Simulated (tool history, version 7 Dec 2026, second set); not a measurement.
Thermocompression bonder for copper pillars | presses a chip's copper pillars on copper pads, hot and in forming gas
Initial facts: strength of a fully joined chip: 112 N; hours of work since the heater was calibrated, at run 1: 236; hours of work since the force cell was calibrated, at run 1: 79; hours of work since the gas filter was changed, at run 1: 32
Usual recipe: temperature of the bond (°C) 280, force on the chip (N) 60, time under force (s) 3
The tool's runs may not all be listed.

run,hour,temperature of the bond (°C),force on the chip (N),time under force (s),hours of work since the heater was calibrated,hours of work since the force cell was calibrated,hours of work since the gas filter was changed,force that shears a chip off (N)
1,0,280,60,3,236,79,32,52.2
2,9.9,280,60,3,241,84,36,51.9
3,25.9,280,60,3,248,91,44,53.4
4,39.4,280,60,3,255,98,50,50.6
5,60.4,280,60,3,265,108,60,51.4
6,77.4,280,60,3,273,116,68,53.5
7,97.2,280,60,5,282,125,77,61.8
8,111.3,280,60,5,289,132,84,64.4
9,127.1,280,60,5,296,139,92,62
10,149.2,280,60,5,306,150,102,61.6
11,160.4,280,60,5,312,155,107,62.2
12,180.7,280,71,5,321,165,117,68.1
13,202.3,280,71,5,332,175,127,66.8
14,214.4,279,90,6,337,181,133,81.2
15,231.7,279,90,6,345,189,141,79.6
16,243.4,295,45,4,351,194,146,56.3
17,257.4,291,60,4,358,201,153,64.4

Estimate the outcome of run 18 from the log above:
18,268.4,258,60,2,363,206,158,?

force that shears a chip off (N): 34.1
Without the tool's hidden state the same run would have given force that shears a chip off (N) 34.3.
